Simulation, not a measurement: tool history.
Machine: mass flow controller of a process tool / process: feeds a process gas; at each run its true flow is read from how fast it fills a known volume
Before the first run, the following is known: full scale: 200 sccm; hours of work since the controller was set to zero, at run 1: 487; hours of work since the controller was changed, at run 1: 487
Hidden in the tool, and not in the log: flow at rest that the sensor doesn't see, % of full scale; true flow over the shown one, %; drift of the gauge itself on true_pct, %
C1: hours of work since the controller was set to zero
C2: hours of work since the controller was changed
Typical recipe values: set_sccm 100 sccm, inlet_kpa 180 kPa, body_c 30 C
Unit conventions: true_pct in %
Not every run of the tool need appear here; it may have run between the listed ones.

run 1 hour=0 | set_sccm=100 inlet_kpa=180 body_c=30 | C1=487 C2=487 | true_pct=99.42
run 2 hour=76.1 | set_sccm=100 inlet_kpa=180 body_c=30 | C1=520 C2=520 | true_pct=99.41
run 3 hour=192.1 | set_sccm=100 inlet_kpa=180 body_c=30 | C1=571 C2=571 | true_pct=99.27
run 4 hour=312.9 | set_sccm=100 inlet_kpa=180 body_c=35 | C1=624 C2=624 | true_pct=99.52
run 5 hour=435 | set_sccm=100 inlet_kpa=180 body_c=35 | C1=678 C2=678 | true_pct=99.44
run 6 hour=524.2 | set_sccm=100 inlet_kpa=180 body_c=35 | C1=717 C2=717 | true_pct=99.59
run 7 hour=589.4 | set_sccm=100 inlet_kpa=180 body_c=30 | C1=746 C2=746 | true_pct=99.45
run 8 hour=660.3 | set_sccm=100 inlet_kpa=180 body_c=30 | C1=777 C2=777 | true_pct=99.27
run 9 hour=736.8 | set_sccm=100 inlet_kpa=180 body_c=30 | C1=811 C2=811 | true_pct=99.38
run 10 hour=856.8 | set_sccm=100 inlet_kpa=180 body_c=30 | C1=863 C2=863 | true_pct=99.45
run 11 hour=916.1 | set_sccm=100 inlet_kpa=180 body_c=30 | C1=889 C2=889 | true_pct=99.34
run 12 hour=1048.1 | set_sccm=27 inlet_kpa=180 body_c=30 | C1=947 C2=947 | true_pct=98.23
run 13 hour=1140.5 | set_sccm=27 inlet_kpa=180 body_c=30 | C1=988 C2=988 | true_pct=98.31
run 14 hour=1225.3 | set_sccm=100 inlet_kpa=180 body_c=30 | C1=1025 C2=1025 | true_pct=99.38
run 15 hour=1354.4 | set_sccm=100 inlet_kpa=180 body_c=30 | C1=1082 C2=1082 | true_pct=99.45
run 16 hour=1443.3 | set_sccm=100 inlet_kpa=180 body_c=30 | C1=1121 C2=1121 | true_pct=99.46
run 17 hour=1505.1 | set_sccm=100 inlet_kpa=180 body_c=30 | C1=1148 C2=1148 | true_pct=99.45
run 18 hour=1648.5 | set_sccm=100 inlet_kpa=180 body_c=30 | C1=1211 C2=1211 | true_pct=99.43
run 19 hour=1784.9 | set_sccm=100 inlet_kpa=180 body_c=30 | C1=1271 C2=1271 | true_pct=99.39
run 20 hour=1909.9 | set_sccm=100 inlet_kpa=180 body_c=30 | C1=1326 C2=1326 | true_pct=99.27
run 21 hour=1987.1 | set_sccm=92 inlet_kpa=270 body_c=24 | C1=1360 C2=1360 | true_pct=99.58
run 22 hour=2096.8 | set_sccm=77 inlet_kpa=149 body_c=23 | C1=1408 C2=1408 | true_pct=98.61
run 23 hour=2237.7 | set_sccm=77 inlet_kpa=246 body_c=24 | C1=1470 C2=1470 | true_pct=99.37
run 24 hour=2311.7 | set_sccm=72 inlet_kpa=246 body_c=21 | C1=1503 C2=1503 | true_pct=99.13
run 25 hour=2453.1 | set_sccm=72 inlet_kpa=246 body_c=21 | C1=1565 C2=1565 | true_pct=99.11
run 26 hour=2557.5 | set_sccm=72 inlet_kpa=240 body_c=22 | C1=1611 C2=1611 | true_pct=99.07
run 27 hour=2648.1 | set_sccm=72 inlet_kpa=240 body_c=22 | C1=1651 C2=1651 | true_pct=99.1
run 28 hour=2760.7 | set_sccm=28 inlet_kpa=233 body_c=26 | C1=1700 C2=1700 | true_pct=98.13
run 29 hour=2904.7 | set_sccm=149 inlet_kpa=216 body_c=33 | C1=1763 C2=1763 | true_pct=100.13
run 30 hour=2988 | set_sccm=175 inlet_kpa=216 body_c=27 | C1=1800 C2=1800 | true_pct=100.11
run 31 hour=3074.8 | set_sccm=175 inlet_kpa=216 body_c=28 | C1=1838 C2=1838 | true_pct=100.18
run 32 hour=3161.9 | set_sccm=160 inlet_kpa=275 body_c=30 | C1=1876 C2=1876 | true_pct=100.51
run 33 hour=3239.6 | set_sccm=74 inlet_kpa=180 body_c=20 | C1=1911 C2=1911 | true_pct=98.79
run 34 hour=3349.2 | set_sccm=26 inlet_kpa=249 body_c=26 | C1=1959 C2=1959 | true_pct=98.05
run 35 hour=3426.5 | set_sccm=27 inlet_kpa=149 body_c=33 | C1=1993 C2=1993 | true_pct=97.63
run 36 hour=3516.7 | set_sccm=24 inlet_kpa=179 body_c=33 | C1=2032 C2=2032 | true_pct=97.69
run 37 hour=3588 | set_sccm=37 inlet_kpa=179 body_c=33 | C1=2064 C2=2064 | true_pct=98.43
run 38 hour=3707.7 | set_sccm=37 inlet_kpa=179 body_c=33 | C1=2116 C2=2116 | true_pct=98.37
run 39 hour=3776.8 | set_sccm=189 inlet_kpa=180 body_c=22 | C1=2147 C2=2147 | true_pct=99.8

Forecast each of these 3 alternatives for the next run:
run A hour=3884.6 | set_sccm=100 inlet_kpa=204 body_c=30 | C1=2194 C2=2194 | true_pct=?
run B hour=3884.6 | set_sccm=52 inlet_kpa=166 body_c=30 | C1=2194 C2=2194 | true_pct=?
run C hour=3884.6 | set_sccm=189 inlet_kpa=221 body_c=22 | C1=2194 C2=2194 | true_pct=?

run=A true_pct=99.55
run=B true_pct=98.62
run=C true_pct=100.08
What these runs would have given with no unlogged condition in the tool:
run=A true_pct=99.61
run=B true_pct=99.1
run=C true_pct=99.93

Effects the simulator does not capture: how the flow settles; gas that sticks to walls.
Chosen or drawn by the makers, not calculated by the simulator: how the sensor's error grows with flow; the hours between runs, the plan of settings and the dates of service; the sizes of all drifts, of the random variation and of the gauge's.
